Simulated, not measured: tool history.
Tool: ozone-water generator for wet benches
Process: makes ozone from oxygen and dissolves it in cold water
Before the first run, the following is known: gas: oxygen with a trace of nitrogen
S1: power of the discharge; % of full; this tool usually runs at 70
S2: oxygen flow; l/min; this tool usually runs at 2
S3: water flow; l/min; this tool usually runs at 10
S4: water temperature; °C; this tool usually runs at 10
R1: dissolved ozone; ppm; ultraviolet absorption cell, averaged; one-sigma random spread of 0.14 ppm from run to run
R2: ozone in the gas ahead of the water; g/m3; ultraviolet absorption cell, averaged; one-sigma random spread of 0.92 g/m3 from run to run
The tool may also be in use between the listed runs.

{"run": 1, "day": 0.0, "S1": 70, "S2": 2, "S3": 10, "S4": 10, "R1": 16.6, "R2": 155.8}
{"run": 2, "day": 4.633, "S1": 70, "S2": 2, "S3": 10, "S4": 10, "R1": 16.8, "R2": 155.8}
{"run": 3, "day": 8.179, "S1": 70, "S2": 2, "S3": 10, "S4": 10, "R1": 16.5, "R2": 156.7}
{"run": 4, "day": 11.95, "S1": 70, "S2": 2, "S3": 10, "S4": 10, "R1": 16.4, "R2": 155}
{"run": 5, "day": 16.229, "S1": 92, "S2": 2, "S3": 10, "S4": 10, "R1": 19.4, "R2": 182.9}
{"run": 6, "day": 18.354, "S1": 92, "S2": 2, "S3": 10, "S4": 10, "R1": 19.5, "R2": 181.4}
{"run": 7, "day": 20.412, "S1": 70, "S2": 2, "S3": 10, "S4": 11, "R1": 16.4, "R2": 156}
{"run": 8, "day": 24.512, "S1": 70, "S2": 2, "S3": 10, "S4": 11, "R1": 16.6, "R2": 155.1}
{"run": 9, "day": 28.296, "S1": 85, "S2": 2, "S3": 10, "S4": 10, "R1": 18.4, "R2": 172.3}
{"run": 10, "day": 32.096, "S1": 85, "S2": 2, "S3": 10, "S4": 10, "R1": 18.5, "R2": 172.9}
{"run": 11, "day": 35.642, "S1": 95, "S2": 2, "S3": 10, "S4": 10, "R1": 19.8, "R2": 186.9}
{"run": 12, "day": 40.383, "S1": 70, "S2": 2, "S3": 9, "S4": 10, "R1": 18.5, "R2": 155.9}
{"run": 13, "day": 45.142, "S1": 70, "S2": 2, "S3": 9, "S4": 10, "R1": 18.8, "R2": 159.1}
{"run": 14, "day": 48.562, "S1": 70, "S2": 2, "S3": 9, "S4": 10, "R1": 18.4, "R2": 157.7}
{"run": 15, "day": 52.683, "S1": 70, "S2": 2, "S3": 10, "S4": 8, "R1": 16.9, "R2": 157.2}
{"run": 16, "day": 57.575, "S1": 70, "S2": 2, "S3": 10, "S4": 8, "R1": 16.8, "R2": 157.6}
{"run": 17, "day": 59.604, "S1": 48, "S2": 2, "S3": 10, "S4": 10, "R1": 13.3, "R2": 126.7}
{"run": 18, "day": 63.188, "S1": 48, "S2": 1.26, "S3": 10, "S4": 13, "R1": 12.2, "R2": 167.2}
{"run": 19, "day": 65.229, "S1": 70, "S2": 2, "S3": 10, "S4": 10, "R1": 16.8, "R2": 158.9}
{"run": 20, "day": 70.3, "S1": 70, "S2": 1.81, "S3": 10, "S4": 10, "R1": 16.3, "R2": 166.7}
{"run": 21, "day": 75.079, "S1": 70, "S2": 1.81, "S3": 10, "S4": 10, "R1": 16.5, "R2": 167.6}
{"run": 22, "day": 78.879, "S1": 70, "S2": 1.81, "S3": 10, "S4": 10, "R1": 16.7, "R2": 169.5}
{"run": 23, "day": 80.925, "S1": 70, "S2": 1.81, "S3": 10, "S4": 10, "R1": 16.4, "R2": 168.9}
{"run": 24, "day": 84.071, "S1": 70, "S2": 1.81, "S3": 10, "S4": 10, "R1": 16.5, "R2": 169.3}
{"run": 25, "day": 86.458, "S1": 47, "S2": 3.08, "S3": 9, "S4": 9, "R1": 15, "R2": 98.1}
{"run": 26, "day": 90.088, "S1": 47, "S2": 1.05, "S3": 11, "S4": 18, "R1": 10.3, "R2": 184.4}
{"day": 92.671, "done": "gauge calibrated"}
{"run": 27, "day": 93.271, "S1": 47, "S2": 1.05, "S3": 11, "S4": 18, "R1": 10.2, "R2": 177.7}
{"run": 28, "day": 97.246, "S1": 70, "S2": 2.22, "S3": 13, "S4": 10, "R1": 12.7, "R2": 146.2}
{"run": 29, "day": 99.558, "S1": 52, "S2": 1.86, "S3": 15, "S4": 6, "R1": 9, "R2": 135.5}
{"run": 30, "day": 103.062, "S1": 46, "S2": 1.86, "S3": 6, "S4": 5, "R1": 21.8, "R2": 127.2}
{"run": 31, "day": 105.333, "S1": 70, "S2": 1.15, "S3": 8, "S4": 8, "R1": 19.5, "R2": 212.1}
{"run": 32, "day": 109.279, "S1": 70, "S2": 1.15, "S3": 8, "S4": 8, "R1": 19.6, "R2": 214.7}
{"run": 33, "day": 111.962, "S1": 70, "S2": 1.15, "S3": 9, "S4": 11, "R1": 17.1, "R2": 214.7}

3 ways to go on from here, each from the tool as it stands after run 33. What would each give?
{"run": "A", "day": 114.967, "S1": 83, "S2": 1.15, "S3": 9, "S4": 15, "R1": "?", "R2": "?"}
{"run": "B", "day": 114.967, "S1": 44, "S2": 1.81, "S3": 9, "S4": 11, "R1": "?", "R2": "?"}
{"run": "C", "day": 114.967, "S1": 88, "S2": 1.21, "S3": 10, "S4": 10, "R1": "?", "R2": "?"}

run=A R1=17.9 R2=235.8
run=B R1=13.6 R2=125.7
run=C R1=17.6 R2=236.2
Without the tool's hidden state the same runs would have given:
run=A R1=17.9 R2=234.3
run=B R1=13.7 R2=124.8
run=C R1=17.6 R2=234.6
